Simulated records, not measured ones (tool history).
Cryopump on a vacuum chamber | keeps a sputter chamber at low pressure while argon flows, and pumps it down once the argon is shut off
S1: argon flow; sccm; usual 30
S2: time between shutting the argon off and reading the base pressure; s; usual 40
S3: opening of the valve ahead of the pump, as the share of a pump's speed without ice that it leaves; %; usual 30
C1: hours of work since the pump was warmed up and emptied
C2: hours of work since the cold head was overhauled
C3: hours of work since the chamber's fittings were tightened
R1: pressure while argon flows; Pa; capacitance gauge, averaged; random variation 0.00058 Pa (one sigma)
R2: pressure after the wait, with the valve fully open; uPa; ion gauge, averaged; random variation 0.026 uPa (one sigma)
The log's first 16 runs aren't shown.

run,hour,S1,S2,S3,C1,C2,C3,R1,R2
17,1180.5,30,97,30,891,3272,3012,0.0818,2.57
18,1261.3,30,44,30,953,3334,3074,0.0824,3.22
19,1360.4,40,25,16,1030,3411,3151,0.1948,4
# hour 1418.9: leaking fittings of the chamber tightened, without venting
20,1418.9,49,40,30,1074,3454,0,0.136,1.22
21,1475.4,27,271,22,1117,3498,44,0.0994,0.35
# hour 1486.2: pump warmed up, emptied and cooled again
22,1575.4,23,40,24,69,3572,117,0.0711,1.2
23,1669.5,23,71,24,142,3644,190,0.0703,0.8
24,1758.1,30,40,29,210,3713,258,0.0768,1.29
25,1807.6,30,40,29,249,3751,297,0.0777,1.28
26,1870.7,20,40,32,297,3800,346,0.0477,1.31
27,1953.9,20,192,54,362,3864,410,0.0293,0.58
28,2031.6,20,192,54,422,3924,470,0.0299,0.61
29,2087.8,22,40,59,465,3968,513,0.0292,1.41
30,2154.9,31,40,59,517,4020,565,0.0428,1.44
31,2223.5,39,172,30,570,4073,618,0.101,0.77
32,2282.8,39,172,30,616,4119,664,0.1017,0.8
33,2372.3,22,40,30,685,4188,733,0.0572,1.65
34,2450,22,40,30,745,4248,794,0.0586,1.67
35,2517.9,22,40,30,798,4301,846,0.0583,1.73

Forecast each of these 3 alternatives for the next run:
A,2567.9,22,256,30,837,4339,885,?,?
B,2567.9,21,40,30,837,4339,885,?,?
C,2567.9,30,40,21,837,4339,885,?,?

run,R1,R2
A,0.0583,0.93
B,0.0558,1.83
C,0.1116,1.75
Without the tool's hidden state the same runs would have given:
run,R1,R2
A,0.0522,0.3
B,0.0499,1.19
C,0.1032,1.11
